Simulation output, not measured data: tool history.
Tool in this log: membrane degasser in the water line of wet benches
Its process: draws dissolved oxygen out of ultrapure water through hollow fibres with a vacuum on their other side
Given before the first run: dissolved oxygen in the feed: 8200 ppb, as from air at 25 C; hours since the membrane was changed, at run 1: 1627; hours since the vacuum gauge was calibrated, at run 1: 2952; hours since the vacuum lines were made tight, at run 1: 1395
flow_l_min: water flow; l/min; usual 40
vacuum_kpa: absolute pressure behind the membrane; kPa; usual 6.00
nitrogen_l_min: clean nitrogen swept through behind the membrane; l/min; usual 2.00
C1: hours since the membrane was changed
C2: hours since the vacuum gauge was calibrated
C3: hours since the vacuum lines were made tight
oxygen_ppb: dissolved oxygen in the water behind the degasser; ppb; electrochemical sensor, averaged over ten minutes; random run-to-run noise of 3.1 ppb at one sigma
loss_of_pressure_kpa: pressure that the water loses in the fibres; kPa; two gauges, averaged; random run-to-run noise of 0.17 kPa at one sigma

Run 1, hour 0.0: usual settings; C1 1627; C2 2952; C3 1395. Result: oxygen_ppb 330.1 ppb, loss_of_pressure_kpa 25.37 kPa.
Run 2, hour 31.7: usual settings; C1 1659; C2 2983; C3 1427. Result: oxygen_ppb 337.0 ppb, loss_of_pressure_kpa 25.58 kPa.
Run 3, hour 58.8: usual settings but nitrogen_l_min 4.28 l/min; C1 1686; C2 3010; C3 1454. Result: oxygen_ppb 267.1 ppb, loss_of_pressure_kpa 25.10 kPa.
Run 4, hour 90.9: usual settings but nitrogen_l_min 4.28 l/min; C1 1718; C2 3042; C3 1486. Result: oxygen_ppb 270.7 ppb, loss_of_pressure_kpa 25.37 kPa.
Run 5, hour 146.3: usual settings; C1 1773; C2 3098; C3 1541. Result: oxygen_ppb 329.8 ppb, loss_of_pressure_kpa 25.71 kPa.
Run 6, hour 175.2: usual settings; C1 1802; C2 3127; C3 1570. Result: oxygen_ppb 336.1 ppb, loss_of_pressure_kpa 25.52 kPa.
Run 7, hour 213.4: usual settings; C1 1840; C2 3165; C3 1608. Result: oxygen_ppb 338.2 ppb, loss_of_pressure_kpa 25.29 kPa.
Run 8, hour 263.5: usual settings; C1 1890; C2 3215; C3 1659. Result: oxygen_ppb 338.4 ppb, loss_of_pressure_kpa 25.34 kPa.
Run 9, hour 293.0: usual settings; C1 1920; C2 3245; C3 1688. Result: oxygen_ppb 337.5 ppb, loss_of_pressure_kpa 25.48 kPa.
Run 10, hour 345.9: usual settings; C1 1973; C2 3297; C3 1741. Result: oxygen_ppb 336.8 ppb, loss_of_pressure_kpa 25.50 kPa.
Run 11, hour 391.5: usual settings; C1 2018; C2 3343; C3 1787. Result: oxygen_ppb 339.5 ppb, loss_of_pressure_kpa 25.73 kPa.
Run 12, hour 416.0: usual settings but vacuum_kpa 10.26 kPa; C1 2043; C2 3368; C3 1811. Result: oxygen_ppb 515.9 ppb, loss_of_pressure_kpa 25.52 kPa.
Run 13, hour 460.9: usual settings; C1 2088; C2 3412; C3 1856. Result: oxygen_ppb 335.5 ppb, loss_of_pressure_kpa 25.47 kPa.
Run 14, hour 515.1: usual settings; C1 2142; C2 3467; C3 1910. Result: oxygen_ppb 340.0 ppb, loss_of_pressure_kpa 25.74 kPa.
Run 15, hour 538.4: usual settings but nitrogen_l_min 5.70 l/min; C1 2165; C2 3490; C3 1934. Result: oxygen_ppb 259.1 ppb, loss_of_pressure_kpa 25.64 kPa.
Run 16, hour 563.3: usual settings but nitrogen_l_min 5.70 l/min; C1 2190; C2 3515; C3 1958. Result: oxygen_ppb 261.5 ppb, loss_of_pressure_kpa 25.58 kPa.
Run 17, hour 593.9: usual settings but flow_l_min 49 l/min, vacuum_kpa 7.06 kPa, nitrogen_l_min 2.35 l/min; C1 2221; C2 3545; C3 1989. Result: oxygen_ppb 542.0 ppb, loss_of_pressure_kpa 31.10 kPa.
Run 18, hour 644.0: usual settings but flow_l_min 49 l/min, vacuum_kpa 7.06 kPa, nitrogen_l_min 2.35 l/min; C1 2271; C2 3595; C3 2039. Result: oxygen_ppb 543.3 ppb, loss_of_pressure_kpa 30.98 kPa.
Run 19, hour 695.6: usual settings but flow_l_min 50 l/min, vacuum_kpa 7.06 kPa, nitrogen_l_min 2.35 l/min; C1 2323; C2 3647; C3 2091. Result: oxygen_ppb 566.4 ppb, loss_of_pressure_kpa 32.21 kPa.
Run 20, hour 739.3: usual settings but flow_l_min 46 l/min, vacuum_kpa 12.48 kPa, nitrogen_l_min 1.14 l/min; C1 2366; C2 3691; C3 2134. Result: oxygen_ppb 982.5 ppb, loss_of_pressure_kpa 29.53 kPa.
Run 21, hour 773.8: usual settings but flow_l_min 46 l/min, vacuum_kpa 12.48 kPa, nitrogen_l_min 1.14 l/min; C1 2401; C2 3725; C3 2169. Result: oxygen_ppb 974.7 ppb, loss_of_pressure_kpa 29.49 kPa.
Run 22, hour 818.9: usual settings but flow_l_min 57 l/min, vacuum_kpa 7.76 kPa, nitrogen_l_min 0.84 l/min; C1 2446; C2 3770; C3 2214. Result: oxygen_ppb 1014.5 ppb, loss_of_pressure_kpa 36.65 kPa.
Run 23, hour 845.1: usual settings but flow_l_min 33 l/min, vacuum_kpa 7.76 kPa, nitrogen_l_min 0.84 l/min; C1 2472; C2 3797; C3 2240. Result: oxygen_ppb 473.1 ppb, loss_of_pressure_kpa 21.17 kPa.
Run 24, hour 876.1: usual settings but flow_l_min 33 l/min, vacuum_kpa 7.28 kPa, nitrogen_l_min 2.84 l/min; C1 2503; C2 3828; C3 2271. Result: oxygen_ppb 224.9 ppb, loss_of_pressure_kpa 21.14 kPa.
Run 25, hour 899.8: usual settings but flow_l_min 38 l/min, vacuum_kpa 6.46 kPa, nitrogen_l_min 1.96 l/min; C1 2527; C2 3851; C3 2295. Result: oxygen_ppb 329.0 ppb, loss_of_pressure_kpa 24.62 kPa.
Run 26, hour 924.4: usual settings but flow_l_min 25 l/min, vacuum_kpa 6.46 kPa, nitrogen_l_min 3.16 l/min; C1 2551; C2 3876; C3 2320. Result: oxygen_ppb 104.4 ppb, loss_of_pressure_kpa 16.28 kPa.
Run 27, hour 979.1: usual settings but flow_l_min 42 l/min, vacuum_kpa 8.05 kPa, nitrogen_l_min 1.29 l/min; C1 2606; C2 3931; C3 2374. Result: oxygen_ppb 568.2 ppb, loss_of_pressure_kpa 27.05 kPa.
Run 28, hour 1019.5: usual settings but flow_l_min 42 l/min, vacuum_kpa 8.05 kPa, nitrogen_l_min 1.29 l/min; C1 2646; C2 3971; C3 2415. Result: oxygen_ppb 563.7 ppb, loss_of_pressure_kpa 26.98 kPa.
Run 29, hour 1046.9: usual settings but flow_l_min 28 l/min, nitrogen_l_min 4.61 l/min; C1 2674; C2 3998; C3 2442. Result: oxygen_ppb 106.3 ppb, loss_of_pressure_kpa 17.91 kPa.
At hour 1065.5: vacuum gauge calibrated.
Run 30, hour 1099.2: usual settings but flow_l_min 45 l/min, vacuum_kpa 12.22 kPa, nitrogen_l_min 4.61 l/min; C1 2726; C2 34; C3 2494. Result: oxygen_ppb 492.2 ppb, loss_of_pressure_kpa 28.84 kPa.

Forecast run 31:
Run 31, hour 1152.7: usual settings but flow_l_min 56 l/min, vacuum_kpa 14.79 kPa, nitrogen_l_min 1.24 l/min; C1 2779; C2 87; C3 2547. Result: oxygen_ppb ?, loss_of_pressure_kpa ?.

oxygen_ppb: 1331.1 ppb
loss_of_pressure_kpa: 35.85 kPa
With no hidden state in the tool, this same run would have given oxygen_ppb 1303.7 ppb, loss_of_pressure_kpa 34.90 kPa.

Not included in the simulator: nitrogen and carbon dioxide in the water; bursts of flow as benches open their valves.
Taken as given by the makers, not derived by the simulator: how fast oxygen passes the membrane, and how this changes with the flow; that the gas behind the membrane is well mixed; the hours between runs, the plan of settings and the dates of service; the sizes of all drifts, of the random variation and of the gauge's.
